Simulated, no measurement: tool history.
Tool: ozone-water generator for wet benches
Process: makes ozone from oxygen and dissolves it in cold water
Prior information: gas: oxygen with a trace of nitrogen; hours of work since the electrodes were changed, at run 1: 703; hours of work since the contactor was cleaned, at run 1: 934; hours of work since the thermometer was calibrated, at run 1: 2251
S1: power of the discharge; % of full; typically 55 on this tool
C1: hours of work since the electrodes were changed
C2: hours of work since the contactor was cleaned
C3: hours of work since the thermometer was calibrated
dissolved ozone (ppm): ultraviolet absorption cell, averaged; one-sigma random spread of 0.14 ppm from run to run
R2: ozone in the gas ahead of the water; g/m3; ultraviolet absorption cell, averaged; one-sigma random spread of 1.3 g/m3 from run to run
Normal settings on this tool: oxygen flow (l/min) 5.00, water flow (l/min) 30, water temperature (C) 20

Run 1, day 0.000: usual settings; C1 703; C2 934; C3 2251. Result: dissolved ozone (ppm) 15.6, R2 240.8 g/m3.
Run 2, day 1.475: usual settings but S1 43 % of full; C1 736; C2 967; C3 2284. Result: dissolved ozone (ppm) 13.6, R2 207.0 g/m3.
Run 3, day 3.725: usual settings but S1 43 % of full; C1 786; C2 1017; C3 2334. Result: dissolved ozone (ppm) 13.6, R2 206.5 g/m3.
Run 4, day 5.146: usual settings but S1 43 % of full; C1 818; C2 1049; C3 2366. Result: dissolved ozone (ppm) 13.7, R2 206.6 g/m3.
Run 5, day 6.904: usual settings but S1 43 % of full; C1 858; C2 1089; C3 2405. Result: dissolved ozone (ppm) 13.8, R2 206.8 g/m3.
Run 6, day 8.633: usual settings; C1 896; C2 1128; C3 2444. Result: dissolved ozone (ppm) 15.7, R2 241.0 g/m3.
Run 7, day 9.804: usual settings; C1 923; C2 1154; C3 2471. Result: dissolved ozone (ppm) 15.6, R2 239.6 g/m3.
Run 8, day 10.962: usual settings; C1 949; C2 1180; C3 2497. Result: dissolved ozone (ppm) 15.8, R2 241.5 g/m3.
Run 9, day 13.479: usual settings; C1 1005; C2 1236; C3 2553. Result: dissolved ozone (ppm) 15.5, R2 244.3 g/m3.
Run 10, day 14.829: usual settings but water flow (l/min) 36; C1 1035; C2 1267; C3 2583. Result: dissolved ozone (ppm) 13.5, R2 241.9 g/m3.
Run 11, day 16.221: usual settings but water flow (l/min) 36; C1 1067; C2 1298; C3 2615. Result: dissolved ozone (ppm) 13.5, R2 240.9 g/m3.
Run 12, day 18.254: usual settings but water flow (l/min) 36; C1 1112; C2 1344; C3 2660. Result: dissolved ozone (ppm) 13.3, R2 239.9 g/m3.
Run 13, day 19.983: usual settings but S1 89 % of full; C1 1151; C2 1382; C3 2699. Result: dissolved ozone (ppm) 20.9, R2 315.3 g/m3.
Run 14, day 21.121: usual settings but S1 89 % of full; C1 1177; C2 1408; C3 2724. Result: dissolved ozone (ppm) 21.0, R2 317.6 g/m3.
Run 15, day 22.654: usual settings but S1 45 % of full, oxygen flow (l/min) 2.64, water temperature (C) 16; C1 1211; C2 1442; C3 2759. Result: dissolved ozone (ppm) 11.5, R2 266.0 g/m3.
Run 16, day 25.171: usual settings but S1 45 % of full, oxygen flow (l/min) 2.64, water temperature (C) 16; C1 1268; C2 1499; C3 2815. Result: dissolved ozone (ppm) 11.3, R2 266.1 g/m3.
Run 17, day 26.442: usual settings but water temperature (C) 17; C1 1296; C2 1527; C3 2844. Result: dissolved ozone (ppm) 16.4, R2 244.4 g/m3.
Run 18, day 27.738: usual settings but oxygen flow (l/min) 6.66; C1 1325; C2 1556; C3 2873. Result: dissolved ozone (ppm) 17.0, R2 220.7 g/m3.
Run 19, day 29.575: usual settings but oxygen flow (l/min) 2.61, water flow (l/min) 27, water temperature (C) 26; C1 1366; C2 1598; C3 2914. Result: dissolved ozone (ppm) 13.0, R2 301.0 g/m3.
Run 20, day 30.758: usual settings but oxygen flow (l/min) 6.71, water temperature (C) 25; C1 1393; C2 1624; C3 2941. Result: dissolved ozone (ppm) 16.1, R2 218.2 g/m3.
Run 21, day 32.221: usual settings but S1 70 % of full, water flow (l/min) 24; C1 1426; C2 1657; C3 2974. Result: dissolved ozone (ppm) 21.7, R2 281.7 g/m3.
Run 22, day 33.679: usual settings but S1 45 % of full, oxygen flow (l/min) 4.39, water flow (l/min) 24; C1 1458; C2 1690; C3 3006. Result: dissolved ozone (ppm) 16.0, R2 225.4 g/m3.
Run 23, day 35.425: usual settings but S1 45 % of full, oxygen flow (l/min) 4.39, water flow (l/min) 24; C1 1498; C2 1729; C3 3046. Result: dissolved ozone (ppm) 16.4, R2 227.3 g/m3.
Run 24, day 37.488: usual settings but S1 45 % of full, oxygen flow (l/min) 4.39, water flow (l/min) 24; C1 1544; C2 1775; C3 3092. Result: dissolved ozone (ppm) 16.1, R2 226.0 g/m3.
Run 25, day 39.304: usual settings but oxygen flow (l/min) 3.12; C1 1585; C2 1816; C3 3133. Result: dissolved ozone (ppm) 13.3, R2 284.4 g/m3.
Run 26, day 40.962: usual settings but oxygen flow (l/min) 3.12, water flow (l/min) 42, water temperature (C) 13; C1 1622; C2 1853; C3 3170. Result: dissolved ozone (ppm) 9.8, R2 287.0 g/m3.
Run 27, day 42.454: usual settings but oxygen flow (l/min) 3.12, water flow (l/min) 42, water temperature (C) 24; C1 1655; C2 1887; C3 3203. Result: dissolved ozone (ppm) 9.2, R2 283.1 g/m3.
Run 28, day 44.254: usual settings but oxygen flow (l/min) 7.54, water flow (l/min) 25; C1 1696; C2 1927; C3 3244. Result: dissolved ozone (ppm) 19.8, R2 211.3 g/m3.

Here are 5 independent what-if runs from the current tool condition. What would each one return?
Run A, day 46.238: usual settings but S1 42 % of full, water temperature (C) 13; C1 1740; C2 1972; C3 3288. Result: dissolved ozone (ppm) ?, R2 ?.
Run B, day 46.238: usual settings; C1 1740; C2 1972; C3 3288. Result: dissolved ozone (ppm) ?, R2 ?.
Run C, day 46.238: usual settings but S1 43 % of full, water flow (l/min) 20, water temperature (C) 24; C1 1740; C2 1972; C3 3288. Result: dissolved ozone (ppm) ?, R2 ?.
Run D, day 46.238: usual settings but oxygen flow (l/min) 6.84, water flow (l/min) 25, water temperature (C) 13; C1 1740; C2 1972; C3 3288. Result: dissolved ozone (ppm) ?, R2 ?.
Run E, day 46.238: usual settings but oxygen flow (l/min) 4.48, water flow (l/min) 25; C1 1740; C2 1972; C3 3288. Result: dissolved ozone (ppm) ?, R2 ?.

run  dissolved ozone (ppm)     R2
  A                   14.6  208.9
  B                   15.7  244.8
  C                   17.7  213.1
  D                   21.7  220.7
  E                   17.9  254.1
The same runs, with their run-to-run variation unchanged, on a tool lacking any hidden condition would have given:
run  dissolved ozone (ppm)     R2
  A                   14.6  204.0
  B                   15.7  239.2
  C                   17.7  208.2
  D                   21.7  215.6
  E                   17.9  248.3
